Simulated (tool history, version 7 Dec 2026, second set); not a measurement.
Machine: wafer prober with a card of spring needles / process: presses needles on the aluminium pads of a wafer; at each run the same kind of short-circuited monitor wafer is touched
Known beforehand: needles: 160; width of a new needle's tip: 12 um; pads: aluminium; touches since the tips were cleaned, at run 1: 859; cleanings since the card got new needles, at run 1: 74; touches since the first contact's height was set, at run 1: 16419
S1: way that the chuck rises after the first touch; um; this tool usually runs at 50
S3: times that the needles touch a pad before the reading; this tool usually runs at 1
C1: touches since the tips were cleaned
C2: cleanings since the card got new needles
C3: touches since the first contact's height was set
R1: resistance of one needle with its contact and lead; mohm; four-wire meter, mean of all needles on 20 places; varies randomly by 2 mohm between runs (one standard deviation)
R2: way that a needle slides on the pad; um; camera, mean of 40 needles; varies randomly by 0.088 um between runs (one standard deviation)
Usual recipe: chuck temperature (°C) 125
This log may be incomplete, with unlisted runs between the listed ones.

run 1 hour=0 | S1=50 chuck_temperature_(°C)=125 S3=1 | C1=859 C2=74 C3=16419 | R1=224 R2=9.68
-- hour=8.5 tips cleaned on abrasive film
run 2 hour=15 | S1=50 chuck_temperature_(°C)=79 S3=1 | C1=1763 C2=75 C3=20491 | R1=210 R2=9.56
-- hour=19.5 tips cleaned on abrasive film
-- hour=29.4 tips cleaned on abrasive film
run 3 hour=35.2 | S1=50 chuck_temperature_(°C)=125 S3=1 | C1=1566 C2=77 C3=25952 | R1=221 R2=9.57
-- hour=40 tips cleaned on abrasive film
-- hour=50.7 tips cleaned on abrasive film
run 4 hour=54.1 | S1=50 chuck_temperature_(°C)=125 S3=1 | C1=932 C2=79 C3=31069 | R1=223 R2=9.66
-- hour=60.8 tips cleaned on abrasive film
run 5 hour=69.3 | S1=47 chuck_temperature_(°C)=125 S3=1 | C1=2309 C2=80 C3=35191 | R1=220 R2=9.26
-- hour=71.7 tips cleaned on abrasive film
-- hour=82.4 tips cleaned on abrasive film
run 6 hour=88.3 | S1=50 chuck_temperature_(°C)=125 S3=1 | C1=1595 C2=82 C3=40329 | R1=222 R2=9.79
-- hour=92.1 tips cleaned on abrasive film
run 7 hour=100.5 | S1=50 chuck_temperature_(°C)=125 S3=3 | C1=2297 C2=83 C3=43641 | R1=220 R2=9.72
-- hour=101.9 tips cleaned on abrasive film
-- hour=111.9 tips cleaned on abrasive film
run 8 hour=114 | S1=50 chuck_temperature_(°C)=125 S3=1 | C1=565 C2=85 C3=47278 | R1=222 R2=9.66
-- hour=122 tips cleaned on abrasive film
run 9 hour=128.9 | S1=31 chuck_temperature_(°C)=125 S3=1 | C1=1882 C2=86 C3=51321 | R1=233 R2=6.1
-- hour=133.2 tips cleaned on abrasive film
-- hour=143.5 tips cleaned on abrasive film
run 10 hour=147.4 | S1=50 chuck_temperature_(°C)=125 S3=1 | C1=1064 C2=88 C3=56336 | R1=220 R2=9.77
-- hour=154.5 tips cleaned on abrasive film
-- hour=164.9 tips cleaned on abrasive film
run 11 hour=168.2 | S1=50 chuck_temperature_(°C)=125 S3=1 | C1=905 C2=90 C3=61975 | R1=225 R2=9.66
-- hour=174.9 tips cleaned on abrasive film
-- hour=186.5 tips cleaned on abrasive film
run 12 hour=194.6 | S1=50 chuck_temperature_(°C)=125 S3=1 | C1=2229 C2=92 C3=69135 | R1=222 R2=9.69
-- hour=196.6 tips cleaned on abrasive film
-- hour=208.1 tips cleaned on abrasive film
-- hour=219 tips cleaned on abrasive film
run 13 hour=223.5 | S1=50 chuck_temperature_(°C)=125 S3=1 | C1=1208 C2=95 C3=76932 | R1=221 R2=9.68
-- hour=229.5 tips cleaned on abrasive film
run 14 hour=237.8 | S1=50 chuck_temperature_(°C)=34 S3=1 | C1=2280 C2=96 C3=80831 | R1=201 R2=9.67
-- hour=239.3 tips cleaned on abrasive film
-- hour=249.4 tips cleaned on abrasive film
-- hour=259.1 tips cleaned on abrasive film
run 15 hour=261.6 | S1=50 chuck_temperature_(°C)=125 S3=2 | C1=675 C2=99 C3=87243 | R1=224 R2=9.58
-- hour=269.9 tips cleaned on abrasive film
-- hour=281.4 tips cleaned on abrasive film
run 16 hour=284.3 | S1=50 chuck_temperature_(°C)=92 S3=2 | C1=800 C2=101 C3=93405 | R1=215 R2=9.67
-- hour=292.8 tips cleaned on abrasive film
-- hour=302.6 tips cleaned on abrasive film
run 17 hour=307.8 | S1=44 chuck_temperature_(°C)=79 S3=2 | C1=1415 C2=103 C3=99758 | R1=216 R2=8.53
-- hour=313.9 tips cleaned on abrasive film
run 18 hour=322.3 | S1=49 chuck_temperature_(°C)=35 S3=1 | C1=2314 C2=104 C3=103712 | R1=200 R2=9.53
-- hour=324.8 tips cleaned on abrasive film
-- hour=335.4 tips cleaned on abrasive film
-- hour=346.7 tips cleaned on abrasive film
run 19 hour=348.1 | S1=49 chuck_temperature_(°C)=39 S3=1 | C1=379 C2=107 C3=110684 | R1=202 R2=9.5
-- hour=357.4 tips cleaned on abrasive film
run 20 hour=365.4 | S1=64 chuck_temperature_(°C)=99 S3=1 | C1=2167 C2=108 C3=115370 | R1=214 R2=12.42
-- hour=369.1 tips cleaned on abrasive film
-- hour=379.7 tips cleaned on abrasive film
-- hour=390.8 tips cleaned on abrasive film
run 21 hour=391.3 | S1=61 chuck_temperature_(°C)=99 S3=3 | C1=134 C2=111 C3=122390 | R1=210 R2=11.63
-- hour=401.4 tips cleaned on abrasive film
-- hour=412.7 tips cleaned on abrasive film
run 22 hour=417.7 | S1=65 chuck_temperature_(°C)=99 S3=1 | C1=1366 C2=113 C3=129551 | R1=210 R2=12.58
-- hour=422.4 tips cleaned on abrasive film
-- hour=432 tips cleaned on abrasive film
run 23 hour=441.2 | S1=44 chuck_temperature_(°C)=37 S3=1 | C1=2521 C2=115 C3=135919 | R1=204 R2=8.61
-- hour=443 tips cleaned on abrasive film
-- hour=454.1 tips cleaned on abrasive film
run 24 hour=462.5 | S1=44 chuck_temperature_(°C)=44 S3=1 | C1=2286 C2=117 C3=141670 | R1=206 R2=8.44
-- hour=464.8 tips cleaned on abrasive film
-- hour=475.8 tips cleaned on abrasive film
-- hour=487.5 tips cleaned on abrasive film
run 25 hour=488.7 | S1=34 chuck_temperature_(°C)=58 S3=1 | C1=323 C2=120 C3=148758 | R1=210 R2=6.54

Run 26 has not been measured yet. What should we expect?
-- hour=497.4 tips cleaned on abrasive film
-- hour=507.7 tips cleaned on abrasive film
run 26 hour=507.9 | S1=33 chuck_temperature_(°C)=50 S3=1 | C1=54 C2=122 C3=153945 | R1=? R2=?

Run 26 yielded R1 209 mohm, R2 6.45 um.
Were there no unlogged condition in the tool, this run, its random variation unchanged, would have produced R1 209 mohm, R2 6.46 um.
